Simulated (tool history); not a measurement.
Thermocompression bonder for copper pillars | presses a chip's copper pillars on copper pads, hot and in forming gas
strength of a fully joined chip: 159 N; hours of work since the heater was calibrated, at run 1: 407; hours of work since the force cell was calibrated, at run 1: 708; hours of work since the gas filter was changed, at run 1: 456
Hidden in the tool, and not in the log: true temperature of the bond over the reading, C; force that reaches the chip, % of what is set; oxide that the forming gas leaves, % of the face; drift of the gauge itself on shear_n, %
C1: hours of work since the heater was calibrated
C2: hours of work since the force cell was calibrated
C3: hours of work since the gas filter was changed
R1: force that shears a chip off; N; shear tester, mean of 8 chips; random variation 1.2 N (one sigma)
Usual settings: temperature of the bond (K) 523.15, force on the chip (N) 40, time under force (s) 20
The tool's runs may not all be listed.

Run 1, hour 0: usual settings; C1 407; C2 708; C3 456. Result: R1 94.7 N.
Run 2, hour 29.8: usual settings; C1 423; C2 724; C3 472. Result: R1 97.7 N.
At hour 42.3: forming gas filter changed.
Run 3, hour 65: usual settings; C1 442; C2 743; C3 12. Result: R1 107.2 N.
Run 4, hour 89.3: usual settings; C1 455; C2 756; C3 25. Result: R1 106.3 N.
Run 5, hour 107.4: usual settings; C1 465; C2 766; C3 35. Result: R1 104.2 N.
Run 6, hour 133.2: usual settings but force on the chip (N) 27; C1 479; C2 780; C3 49. Result: R1 75.2 N.
Run 7, hour 163.2: usual settings but force on the chip (N) 27; C1 495; C2 796; C3 65. Result: R1 76.5 N.
Run 8, hour 195: usual settings; C1 512; C2 813; C3 83. Result: R1 105.2 N.
Run 9, hour 226.7: usual settings but time under force (s) 38; C1 529; C2 830; C3 100. Result: R1 121.3 N.
Run 10, hour 243.8: usual settings but time under force (s) 38; C1 539; C2 839; C3 109. Result: R1 120.5 N.
Run 11, hour 270.4: usual settings but time under force (s) 38; C1 553; C2 854; C3 123. Result: R1 121.4 N.
Run 12, hour 301: usual settings; C1 569; C2 870; C3 140. Result: R1 103.4 N.
Run 13, hour 331.1: usual settings; C1 586; C2 886; C3 156. Result: R1 101.3 N.
Run 14, hour 359.7: usual settings but force on the chip (N) 33; C1 601; C2 902; C3 171. Result: R1 91.1 N.
Run 15, hour 387.3: usual settings but force on the chip (N) 27; C1 616; C2 917; C3 186. Result: R1 77.2 N.
At hour 394.1: heater calibrated with a thermocouple chip.
Run 16, hour 423.7: usual settings but force on the chip (N) 27; C1 16; C2 935; C3 205. Result: R1 73.9 N.
Run 17, hour 445.4: usual settings; C1 28; C2 947; C3 217. Result: R1 97.4 N.
Run 18, hour 469.6: usual settings but temperature of the bond (K) 551.15, force on the chip (N) 54; C1 41; C2 960; C3 230. Result: R1 139.4 N.
Run 19, hour 503.2: usual settings but temperature of the bond (K) 512.15; C1 59; C2 978; C3 248. Result: R1 85.1 N.
Run 20, hour 537.9: usual settings but temperature of the bond (K) 553.15, time under force (s) 15; C1 78; C2 997; C3 267. Result: R1 119.7 N.
Run 21, hour 559.3: usual settings but temperature of the bond (K) 553.15, time under force (s) 15; C1 89; C2 1009; C3 278. Result: R1 118.2 N.
Run 22, hour 591.1: usual settings but temperature of the bond (K) 553.15, time under force (s) 15; C1 106; C2 1026; C3 295. Result: R1 118.5 N.
At hour 594.6: force cell calibrated.
Run 23, hour 626.5: usual settings but temperature of the bond (K) 553.15, time under force (s) 15; C1 125; C2 17; C3 314. Result: R1 114.7 N.
Run 24, hour 657.9: usual settings but temperature of the bond (K) 553.15, time under force (s) 15; C1 142; C2 34; C3 331. Result: R1 114.7 N.
At hour 661: force cell calibrated, once more.
Run 25, hour 684.4: usual settings but temperature of the bond (K) 503.15, force on the chip (N) 50, time under force (s) 12; C1 155; C2 13; C3 344. Result: R1 80.3 N.
Run 26, hour 704.9: usual settings but temperature of the bond (K) 520.15, force on the chip (N) 48, time under force (s) 44; C1 166; C2 24; C3 355. Result: R1 124.8 N.
Run 27, hour 726.2: usual settings but temperature of the bond (K) 520.15, force on the chip (N) 48, time under force (s) 44; C1 178; C2 35; C3 367. Result: R1 126.6 N.
Run 28, hour 751.9: usual settings but temperature of the bond (K) 540.15, force on the chip (N) 48, time under force (s) 25; C1 192; C2 49; C3 381. Result: R1 128.5 N.
Run 29, hour 781.6: usual settings but temperature of the bond (K) 546.15, time under force (s) 13; C1 208; C2 65; C3 397. Result: R1 108.7 N.
Run 30, hour 812.4: usual settings but temperature of the bond (K) 542.15, force on the chip (N) 24, time under force (s) 25; C1 224; C2 82; C3 413. Result: R1 91 N.
Run 31, hour 846.5: usual settings but force on the chip (N) 31; C1 243; C2 100; C3 432. Result: R1 81.6 N.
Run 32, hour 865.3: usual settings but temperature of the bond (K) 505.15, force on the chip (N) 33; C1 253; C2 110; C3 442. Result: R1 68.7 N.
Run 33, hour 895.8: usual settings but temperature of the bond (K) 510.15, force on the chip (N) 38, time under force (s) 57; C1 269; C2 127; C3 458. Result: R1 108.9 N.

Some steps in R1 between neighbouring runs. How much of each would the tool show without its hidden state too (settings, what came in, random variation), and how much is left for the hidden state, with any gauge scatter that isn't in both results?
Run 2 -> 3: forming gas filter changed. R1 +9.5 N: hidden state +9.4, all else +0.1.
Run 15 -> 16: heater calibrated with a thermocouple chip. R1 -3.3 N: hidden state -4.5, all else +1.2.
Run 17 -> 18: temperature of the bond (K) 523.15 -> 551.15, force on the chip (N) 40 -> 54. R1 +42 N: hidden state -1.2, all else +43.2.
Run 18 -> 19: temperature of the bond (K) 551.15 -> 512.15, force on the chip (N) 54 -> 40. R1 -54.3 N: hidden state +1.5, all else -55.8.
Run 24 -> 25: temperature of the bond (K) 553.15 -> 503.15, force on the chip (N) 40 -> 50, time under force (s) 15 -> 12, force cell calibrated, once more. R1 -34.4 N: hidden state +8.2, all else -42.6.
Run 25 -> 26: temperature of the bond (K) 503.15 -> 520.15, force on the chip (N) 50 -> 48, time under force (s) 12 -> 44. R1 +44.5 N: hidden state -3.8, all else +48.3.
